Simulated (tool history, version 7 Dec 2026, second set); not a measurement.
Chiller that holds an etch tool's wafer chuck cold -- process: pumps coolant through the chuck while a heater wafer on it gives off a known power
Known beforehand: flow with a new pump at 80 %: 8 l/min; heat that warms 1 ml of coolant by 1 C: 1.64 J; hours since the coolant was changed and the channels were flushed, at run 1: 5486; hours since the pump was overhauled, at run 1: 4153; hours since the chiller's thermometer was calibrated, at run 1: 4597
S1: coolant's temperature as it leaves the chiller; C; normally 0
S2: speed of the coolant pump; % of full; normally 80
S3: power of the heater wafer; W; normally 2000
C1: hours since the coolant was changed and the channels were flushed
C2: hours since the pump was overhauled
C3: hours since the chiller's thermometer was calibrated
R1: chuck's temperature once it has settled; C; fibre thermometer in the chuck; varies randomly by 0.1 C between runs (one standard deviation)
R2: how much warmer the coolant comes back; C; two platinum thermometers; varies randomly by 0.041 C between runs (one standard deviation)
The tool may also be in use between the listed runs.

run,hour,S1,S2,S3,C1,C2,C3,R1,R2
1,0,0,80,2000,5486,4153,4597,16.6,9.07
2,166.2,0,80,2458,5652,4319,4764,20.5,11.21
3,258.6,0,80,2271,5745,4412,4856,18.9,10.45
4,410.3,0,80,2000,5896,4563,5008,16.5,9.11
5,544.2,0,80,2000,6030,4697,5142,16.5,9.12
6,657.5,0,80,2000,6144,4811,5255,16.7,9.14
# hour 771.9: chiller's thermometer calibrated
7,801.3,-8,80,2000,6286,4953,29,8.8,9.16
8,935.9,0,80,2000,6421,5088,164,16.6,9.16
9,1094.8,0,80,2000,6580,5247,323,16.7,9.23
10,1199.3,0,80,2000,6684,5351,427,16.7,9.12
11,1331.9,0,80,2000,6817,5484,560,16.7,9.19
12,1437.4,0,80,2000,6922,5590,665,16.7,9.13
13,1541.7,0,80,2000,7027,5694,770,16.7,9.18
14,1686.3,-4,91,1571,7171,5838,914,7.6,6.25
15,1811,-4,83,2917,7296,5963,1039,19.3,12.75
16,1907.9,-3,85,1442,7393,6060,1136,8.4,6.09
17,2006.2,-3,61,1565,7491,6158,1234,14.1,9.69
18,2121.6,7,61,1565,7607,6274,1350,24.1,9.7
19,2200.4,-4,80,1980,7685,6353,1428,12.7,9.02
20,2346.3,8,80,1289,7831,6498,1574,18.8,5.87
21,2422.1,8,80,1289,7907,6574,1650,18.8,5.86
22,2533.7,9,80,2113,8019,6686,1762,26.6,9.59
23,2607.6,-9,88,1052,8093,6760,1836,-1,4.28
24,2716.1,-10,97,2063,8201,6868,1944,4.2,7.59

5 ways to go on from here, each from the tool as it stands after run 24. What would each give?
A,2825.7,-10,61,2063,8311,6978,2054,?,?
B,2825.7,-6,76,1509,8311,6978,2054,?,?
C,2825.7,-3,97,2063,8311,6978,2054,?,?
D,2825.7,7,80,2000,8311,6978,2054,?,?
E,2825.7,7,73,2063,8311,6978,2054,?,?

run,R1,R2
A,12.2,12.8
B,7.2,7.37
C,11.4,7.55
D,23.5,9.18
E,25.9,10.5
Take away the tool's hidden state, keep each run's random variation, and the runs would have read:
run,R1,R2
A,12.2,12.79
B,7.2,7.36
C,11.4,7.54
D,23.5,9.17
E,25.8,10.49
